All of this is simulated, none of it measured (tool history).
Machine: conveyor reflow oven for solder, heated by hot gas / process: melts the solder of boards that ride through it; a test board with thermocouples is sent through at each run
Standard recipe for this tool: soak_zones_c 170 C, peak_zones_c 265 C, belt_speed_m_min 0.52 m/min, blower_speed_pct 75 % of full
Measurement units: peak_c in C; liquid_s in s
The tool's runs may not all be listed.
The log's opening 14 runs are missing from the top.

run	hour	soak_zones_c	peak_zones_c	belt_speed_m_min	blower_speed_pct	hours of work since the flux was cleaned out	hours of work since the belt drive was overhauled	hours of work since the thermocouples were changed	peak_c	liquid_s
15	224.1	170	265	0.52	75	235	395	73	249.17	56.46
16	239.9	170	276	0.593	75	242	402	80	253.89	51.5
17	261.4	170	276	0.593	75	252	412	89	253.74	51.34
18	276.5	170	276	0.593	75	258	418	96	253.71	51.42
19	295.5	170	276	0.593	75	267	427	104	253.78	51.51
20	307.1	170	276	0.593	75	272	432	109	253.72	51.49
21	322.1	169	265	0.52	73	279	439	116	248.56	55.42
22	335.8	170	265	0.502	75	285	445	122	250.16	59.55
23	352.8	170	265	0.502	75	292	452	130	249.79	59.71
24	364.1	170	258	0.45	75	297	457	135	246.9	65.24
25	386.2	170	258	0.45	75	307	467	144	246.74	65.1
26	396.4	170	258	0.45	75	312	472	149	246.71	64.96
27	413.5	170	258	0.45	75	319	479	157	246.89	65.05
28	434.3	170	274	0.572	75	328	488	166	253.22	53.55
29	454.2	171	269	0.462	63	337	497	175	253.81	68.5

For run 30, what comes out?
30	472.3	163	259	0.616	81	345	505	183	?	?

{"run 30": {"peak_c": 238.12, "liquid_s": 34.99}}
On a tool with no hidden condition, and with the same random variation, this run would have come out at peak_c 238.16 C, liquid_s 35.03 s.
